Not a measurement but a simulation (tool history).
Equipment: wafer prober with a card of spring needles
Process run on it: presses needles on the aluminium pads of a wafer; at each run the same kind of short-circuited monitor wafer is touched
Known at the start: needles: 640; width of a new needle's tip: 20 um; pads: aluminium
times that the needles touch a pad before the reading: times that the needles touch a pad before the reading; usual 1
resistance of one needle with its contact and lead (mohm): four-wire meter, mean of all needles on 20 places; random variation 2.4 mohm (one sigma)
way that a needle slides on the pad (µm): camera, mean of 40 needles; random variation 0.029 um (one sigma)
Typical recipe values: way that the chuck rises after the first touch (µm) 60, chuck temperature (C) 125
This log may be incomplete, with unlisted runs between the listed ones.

run	day	way that the chuck rises after the first touch (µm)	chuck temperature (C)	times that the needles touch a pad before the reading	resistance of one needle with its contact and lead (mohm)	way that a needle slides on the pad (µm)
1	0.000	60	125	1	332	12.38
# day 0.167: tips cleaned on abrasive film
# day 0.583: tips cleaned on abrasive film
2	0.904	60	125	1	346	12.40
# day 0.988: tips cleaned on abrasive film
# day 1.404: tips cleaned on abrasive film
# day 1.738: tips cleaned on abrasive film
3	1.754	59	125	1	286	12.13
# day 2.088: tips cleaned on abrasive film
# day 2.504: tips cleaned on abrasive film
# day 2.921: tips cleaned on abrasive film
# day 3.254: tips cleaned on abrasive film
# day 3.667: tips cleaned on abrasive film
4	3.746	60	125	3	288	12.33
# day 4.079: tips cleaned on abrasive film
# day 4.492: tips cleaned on abrasive film
5	4.583	60	62	1	302	12.33
# day 4.833: tips cleaned on abrasive film
# day 5.250: tips cleaned on abrasive film
# day 5.583: tips cleaned on abrasive film
# day 5.996: tips cleaned on abrasive film
# day 6.412: tips cleaned on abrasive film
6	6.529	60	62	1	297	12.20
# day 6.779: tips cleaned on abrasive film
# day 7.112: tips cleaned on abrasive film
# day 7.529: tips cleaned on abrasive film
7	7.588	60	62	1	290	12.22
# day 7.921: tips cleaned on abrasive film
# day 8.333: tips cleaned on abrasive film
8	8.604	60	125	1	356	12.20
# day 8.692: tips cleaned on abrasive film
# day 9.025: tips cleaned on abrasive film
# day 9.442: tips cleaned on abrasive film
# day 9.854: tips cleaned on abrasive film
# day 10.188: tips cleaned on abrasive film
9	10.296	60	125	1	321	12.14
# day 10.388: height of the first contact set anew
# day 10.558: tips cleaned on abrasive film
# day 10.975: tips cleaned on abrasive film
# day 11.388: tips cleaned on abrasive film
10	11.467	60	125	1	319	12.02
# day 11.800: tips cleaned on abrasive film
# day 12.217: tips cleaned on abrasive film
# day 12.550: tips cleaned on abrasive film
# day 12.962: tips cleaned on abrasive film
11	13.283	60	125	1	376	11.92
# day 13.371: tips cleaned on abrasive film
# day 13.704: tips cleaned on abrasive film
# day 14.117: tips cleaned on abrasive film
# day 14.450: tips cleaned on abrasive film
12	14.621	60	125	1	334	11.90
# day 14.792: tips cleaned on abrasive film
# day 15.204: tips cleaned on abrasive film
# day 15.538: tips cleaned on abrasive film
# day 15.954: tips cleaned on abrasive film
# day 16.292: tips cleaned on abrasive film
13	16.292	60	125	1	284	11.94
# day 16.625: tips cleaned on abrasive film
# day 17.042: tips cleaned on abrasive film
# day 17.454: tips cleaned on abrasive film
# day 17.871: tips cleaned on abrasive film
14	18.183	76	121	1	335	15.17
# day 18.271: tips cleaned on abrasive film
# day 18.688: tips cleaned on abrasive film
# day 19.100: tips cleaned on abrasive film
# day 19.517: tips cleaned on abrasive film
15	19.538	71	121	2	282	14.04
# day 19.871: tips cleaned on abrasive film
# day 19.967: height of the first contact set anew, once more
# day 20.300: tips cleaned on abrasive film
# day 20.717: tips cleaned on abrasive film
16	20.800	59	121	2	299	12.23
# day 21.050: tips cleaned on abrasive film
# day 21.383: tips cleaned on abrasive film
# day 21.800: tips cleaned on abrasive film
17	21.925	59	121	2	309	12.19
# day 22.175: tips cleaned on abrasive film
# day 22.508: tips cleaned on abrasive film
# day 22.925: tips cleaned on abrasive film
18	22.938	64	67	3	266	13.16
# day 23.271: tips cleaned on abrasive film
# day 23.604: tips cleaned on abrasive film
# day 24.017: tips cleaned on abrasive film
19	24.308	64	67	3	287	13.16
# day 24.392: tips cleaned on abrasive film
# day 24.725: tips cleaned on abrasive film
# day 25.142: tips cleaned on abrasive film
20	25.333	64	67	3	281	13.12
# day 25.500: tips cleaned on abrasive film
# day 25.917: tips cleaned on abrasive film
# day 26.329: tips cleaned on abrasive film
21	26.379	63	67	2	281	12.85
# day 26.708: tips cleaned on abrasive film
# day 27.042: tips cleaned on abrasive film
# day 27.458: tips cleaned on abrasive film
# day 27.792: tips cleaned on abrasive film
# day 28.208: tips cleaned on abrasive film
22	28.262	70	70	3	264	14.29
# day 28.596: tips cleaned on abrasive film
# day 28.929: tips cleaned on abrasive film
# day 29.321: tips cleaned on abrasive film
23	29.321	70	70	3	260	14.26
# day 29.654: tips cleaned on abrasive film
# day 30.071: tips cleaned on abrasive film
24	30.283	46	112	1	399	9.28
# day 30.450: tips cleaned on abrasive film
# day 30.867: tips cleaned on abrasive film
# day 31.283: tips cleaned on abrasive film
# day 31.700: tips cleaned on abrasive film
# day 32.067: tips cleaned on abrasive film
25	32.067	53	78	1	282	10.67
# day 32.400: tips cleaned on abrasive film
# day 32.817: tips cleaned on abrasive film
# day 32.992: height of the first contact set anew
# day 33.246: tips cleaned on abrasive film
26	33.500	51	99	1	387	10.58

Predict each of these 4 candidate next runs independently; none follows another, all start after run 26:
# day 33.588: tips cleaned on abrasive film
# day 34.000: tips cleaned on abrasive film
# day 34.333: tips cleaned on abrasive film
# day 34.750: tips cleaned on abrasive film
# day 35.083: tips cleaned on abrasive film
A	35.221	60	53	1	?	?
# day 33.588: tips cleaned on abrasive film
# day 34.000: tips cleaned on abrasive film
# day 34.333: tips cleaned on abrasive film
# day 34.750: tips cleaned on abrasive film
# day 35.083: tips cleaned on abrasive film
B	35.221	51	70	3	?	?
# day 33.588: tips cleaned on abrasive film
# day 34.000: tips cleaned on abrasive film
# day 34.333: tips cleaned on abrasive film
# day 34.750: tips cleaned on abrasive film
# day 35.083: tips cleaned on abrasive film
C	35.221	77	125	2	?	?
# day 33.588: tips cleaned on abrasive film
# day 34.000: tips cleaned on abrasive film
# day 34.333: tips cleaned on abrasive film
# day 34.750: tips cleaned on abrasive film
# day 35.083: tips cleaned on abrasive film
D	35.221	80	102	2	?	?

run	resistance of one needle with its contact and lead (mohm)	way that a needle slides on the pad (µm)
A	318	12.38
B	295	10.52
C	294	15.84
D	283	16.51
Stripped of hidden state, with their random variation kept, the same runs would have yielded:
run	resistance of one needle with its contact and lead (mohm)	way that a needle slides on the pad (µm)
A	256	12.44
B	263	10.57
C	271	15.90
D	262	16.57

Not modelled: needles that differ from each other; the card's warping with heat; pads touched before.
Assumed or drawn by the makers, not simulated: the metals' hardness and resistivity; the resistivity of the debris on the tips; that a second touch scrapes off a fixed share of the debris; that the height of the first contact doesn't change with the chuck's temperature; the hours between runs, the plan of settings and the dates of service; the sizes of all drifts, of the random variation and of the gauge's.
